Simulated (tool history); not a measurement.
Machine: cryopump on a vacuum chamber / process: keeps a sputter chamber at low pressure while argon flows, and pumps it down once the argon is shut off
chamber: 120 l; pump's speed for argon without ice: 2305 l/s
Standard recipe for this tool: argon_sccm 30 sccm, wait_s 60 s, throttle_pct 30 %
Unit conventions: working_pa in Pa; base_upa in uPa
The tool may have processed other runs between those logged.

| run | hour | argon_sccm | wait_s | throttle_pct | working_pa | base_upa |
|---|---|---|---|---|---|---|
| 1 | 0 | 30 | 60 | 30 | 0.0757 | 1.17 |
| 2 | 55.2 | 30 | 96 | 30 | 0.0765 | 0.91 |
| 3 | 113.3 | 30 | 96 | 30 | 0.0776 | 0.88 |
| 4 | 153 | 30 | 96 | 30 | 0.0771 | 0.93 |
|  | 172.9 | pump warmed up, emptied and cooled again |
| 5 | 214.3 | 30 | 87 | 30 | 0.0727 | 0.91 |
| 6 | 268.4 | 30 | 170 | 30 | 0.0735 | 0.59 |
| 7 | 332.6 | 30 | 60 | 18 | 0.1224 | 1.3 |
| 8 | 395.7 | 30 | 60 | 18 | 0.1219 | 1.24 |
| 9 | 428.5 | 30 | 60 | 18 | 0.1231 | 1.28 |
| 10 | 486.9 | 30 | 60 | 30 | 0.0742 | 1.26 |
| 11 | 540.6 | 30 | 60 | 30 | 0.0742 | 1.23 |
| 12 | 584.8 | 30 | 33 | 30 | 0.0745 | 2.03 |
| 13 | 632 | 30 | 33 | 30 | 0.074 | 2.04 |
| 14 | 694.1 | 30 | 33 | 30 | 0.0762 | 2.15 |
| 15 | 733.8 | 30 | 33 | 30 | 0.0746 | 2.03 |
| 16 | 798.4 | 40 | 60 | 30 | 0.1 | 1.31 |
| 17 | 860 | 40 | 60 | 30 | 0.1005 | 1.33 |
| 18 | 914.6 | 40 | 152 | 47 | 0.0647 | 0.78 |
| 19 | 952.2 | 40 | 152 | 47 | 0.0643 | 0.78 |
| 20 | 994.7 | 40 | 169 | 31 | 0.0967 | 0.75 |
| 21 | 1058.8 | 13 | 169 | 31 | 0.032 | 0.75 |
| 22 | 1105.5 | 52 | 103 | 19 | 0.2049 | 0.96 |
| 23 | 1141 | 19 | 90 | 19 | 0.0751 | 1.05 |
| 24 | 1196.9 | 19 | 55 | 50 | 0.0298 | 1.5 |
| 25 | 1254.7 | 16 | 33 | 21 | 0.0574 | 2.21 |
| 26 | 1286.7 | 16 | 33 | 21 | 0.0577 | 2.21 |
| 27 | 1345.3 | 29 | 67 | 21 | 0.1043 | 1.27 |
| 28 | 1390.7 | 29 | 67 | 21 | 0.105 | 1.32 |
| 29 | 1421.6 | 34 | 60 | 30 | 0.0875 | 1.4 |
| 30 | 1478.2 | 34 | 60 | 30 | 0.086 | 1.42 |
| 31 | 1522 | 30 | 172 | 30 | 0.076 | 0.86 |

Branching from run 31: 5 alternative next runs. What would each branch give?
| A | 1554.3 | 30 | 102 | 28 | ? | ? |
| B | 1554.3 | 30 | 60 | 25 | ? | ? |
| C | 1554.3 | 12 | 67 | 30 | ? | ? |
| D | 1554.3 | 40 | 50 | 24 | ? | ? |
| E | 1554.3 | 23 | 60 | 30 | ? | ? |

| run | working_pa | base_upa |
|---|---|---|
| A | 0.0819 | 1.07 |
| B | 0.0915 | 1.45 |
| C | 0.0311 | 1.39 |
| D | 0.1267 | 1.64 |
| E | 0.0592 | 1.52 |
What these runs would have given with no unlogged condition in the tool:
| run | working_pa | base_upa |
|---|---|---|
| A | 0.0783 | 0.66 |
| B | 0.0879 | 1.05 |
| C | 0.0297 | 0.98 |
| D | 0.122 | 1.23 |
| E | 0.0565 | 1.11 |
